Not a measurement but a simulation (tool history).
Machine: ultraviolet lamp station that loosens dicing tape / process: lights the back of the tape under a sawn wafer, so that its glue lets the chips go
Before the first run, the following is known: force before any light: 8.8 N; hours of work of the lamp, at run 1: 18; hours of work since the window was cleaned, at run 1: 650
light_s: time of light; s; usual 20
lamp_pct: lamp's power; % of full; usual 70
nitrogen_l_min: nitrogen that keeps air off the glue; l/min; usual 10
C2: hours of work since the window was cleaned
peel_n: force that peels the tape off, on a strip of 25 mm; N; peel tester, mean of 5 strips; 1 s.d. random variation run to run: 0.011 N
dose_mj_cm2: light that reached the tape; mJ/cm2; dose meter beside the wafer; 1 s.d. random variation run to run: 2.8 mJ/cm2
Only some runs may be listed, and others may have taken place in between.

run 1 day=0 | light_s=20 lamp_pct=70 nitrogen_l_min=10 | hours_of_work_of_the_lamp=18 C2=650 | peel_n=0.519 dose_mj_cm2=400
run 2 day=0.396 | light_s=20 lamp_pct=82 nitrogen_l_min=10 | hours_of_work_of_the_lamp=24 C2=657 | peel_n=0.365 dose_mj_cm2=471
run 3 day=0.729 | light_s=20 lamp_pct=82 nitrogen_l_min=10 | hours_of_work_of_the_lamp=30 C2=662 | peel_n=0.352 dose_mj_cm2=469
run 4 day=1.179 | light_s=20 lamp_pct=82 nitrogen_l_min=10 | hours_of_work_of_the_lamp=38 C2=670 | peel_n=0.357 dose_mj_cm2=467
run 5 day=1.742 | light_s=20 lamp_pct=82 nitrogen_l_min=10 | hours_of_work_of_the_lamp=47 C2=679 | peel_n=0.362 dose_mj_cm2=458
run 6 day=2.083 | light_s=20 lamp_pct=70 nitrogen_l_min=4 | hours_of_work_of_the_lamp=53 C2=685 | peel_n=0.994 dose_mj_cm2=397
-- day=2.162 window cleaned of glue's vapour
run 7 day=2.75 | light_s=20 lamp_pct=70 nitrogen_l_min=10 | hours_of_work_of_the_lamp=63 C2=10 | peel_n=0.492 dose_mj_cm2=405
run 8 day=3.325 | light_s=20 lamp_pct=70 nitrogen_l_min=10 | hours_of_work_of_the_lamp=73 C2=19 | peel_n=0.539 dose_mj_cm2=397
run 9 day=4 | light_s=20 lamp_pct=70 nitrogen_l_min=10 | hours_of_work_of_the_lamp=84 C2=31 | peel_n=0.522 dose_mj_cm2=400
run 10 day=4.546 | light_s=20 lamp_pct=70 nitrogen_l_min=10 | hours_of_work_of_the_lamp=93 C2=40 | peel_n=0.494 dose_mj_cm2=406
run 11 day=5.221 | light_s=20 lamp_pct=70 nitrogen_l_min=10 | hours_of_work_of_the_lamp=105 C2=51 | peel_n=0.51 dose_mj_cm2=402
run 12 day=5.862 | light_s=20 lamp_pct=70 nitrogen_l_min=10 | hours_of_work_of_the_lamp=115 C2=62 | peel_n=0.513 dose_mj_cm2=401
run 13 day=6.483 | light_s=23 lamp_pct=70 nitrogen_l_min=10 | hours_of_work_of_the_lamp=126 C2=72 | peel_n=0.392 dose_mj_cm2=459
run 14 day=7.025 | light_s=23 lamp_pct=70 nitrogen_l_min=10 | hours_of_work_of_the_lamp=135 C2=81 | peel_n=0.37 dose_mj_cm2=465
run 15 day=7.796 | light_s=23 lamp_pct=70 nitrogen_l_min=10 | hours_of_work_of_the_lamp=148 C2=94 | peel_n=0.359 dose_mj_cm2=463
run 16 day=8.188 | light_s=20 lamp_pct=70 nitrogen_l_min=10 | hours_of_work_of_the_lamp=154 C2=101 | peel_n=0.511 dose_mj_cm2=405
run 17 day=8.754 | light_s=25 lamp_pct=64 nitrogen_l_min=10 | hours_of_work_of_the_lamp=164 C2=110 | peel_n=0.367 dose_mj_cm2=458
run 18 day=9.562 | light_s=25 lamp_pct=64 nitrogen_l_min=10 | hours_of_work_of_the_lamp=177 C2=123 | peel_n=0.357 dose_mj_cm2=456
run 19 day=9.958 | light_s=19 lamp_pct=79 nitrogen_l_min=16 | hours_of_work_of_the_lamp=184 C2=130 | peel_n=0.323 dose_mj_cm2=430
run 20 day=10.512 | light_s=16 lamp_pct=60 nitrogen_l_min=20 | hours_of_work_of_the_lamp=193 C2=139 | peel_n=0.842 dose_mj_cm2=277
run 21 day=11.058 | light_s=16 lamp_pct=60 nitrogen_l_min=20 | hours_of_work_of_the_lamp=202 C2=148 | peel_n=0.846 dose_mj_cm2=276
run 22 day=11.583 | light_s=16 lamp_pct=60 nitrogen_l_min=20 | hours_of_work_of_the_lamp=211 C2=157 | peel_n=0.798 dose_mj_cm2=274
run 23 day=12.121 | light_s=23 lamp_pct=73 nitrogen_l_min=10 | hours_of_work_of_the_lamp=220 C2=166 | peel_n=0.336 dose_mj_cm2=480
run 24 day=12.808 | light_s=23 lamp_pct=73 nitrogen_l_min=10 | hours_of_work_of_the_lamp=231 C2=178 | peel_n=0.329 dose_mj_cm2=481
run 25 day=13.258 | light_s=29 lamp_pct=73 nitrogen_l_min=10 | hours_of_work_of_the_lamp=239 C2=185 | peel_n=0.198 dose_mj_cm2=604
run 26 day=13.817 | light_s=20 lamp_pct=78 nitrogen_l_min=10 | hours_of_work_of_the_lamp=248 C2=194 | peel_n=0.394 dose_mj_cm2=451
run 27 day=14.412 | light_s=25 lamp_pct=94 nitrogen_l_min=10 | hours_of_work_of_the_lamp=258 C2=204 | peel_n=0.16 dose_mj_cm2=676
run 28 day=15.15 | light_s=25 lamp_pct=94 nitrogen_l_min=10 | hours_of_work_of_the_lamp=270 C2=217 | peel_n=0.165 dose_mj_cm2=675
run 29 day=15.579 | light_s=20 lamp_pct=94 nitrogen_l_min=16 | hours_of_work_of_the_lamp=277 C2=224 | peel_n=0.202 dose_mj_cm2=543
run 30 day=16.196 | light_s=20 lamp_pct=95 nitrogen_l_min=10 | hours_of_work_of_the_lamp=288 C2=234 | peel_n=0.241 dose_mj_cm2=544
run 31 day=16.6 | light_s=15 lamp_pct=66 nitrogen_l_min=5 | hours_of_work_of_the_lamp=295 C2=241 | peel_n=1.573 dose_mj_cm2=283

Describe how what the log doesn't record of the tool's condition differs between the last listed run preceding each entry between runs and the first listed run following it.
Between runs 6 and 7: window cleaned of glue's vapour (day 2.162)
  light that the window lets through, % of a clean one's: 99.8 -> 100
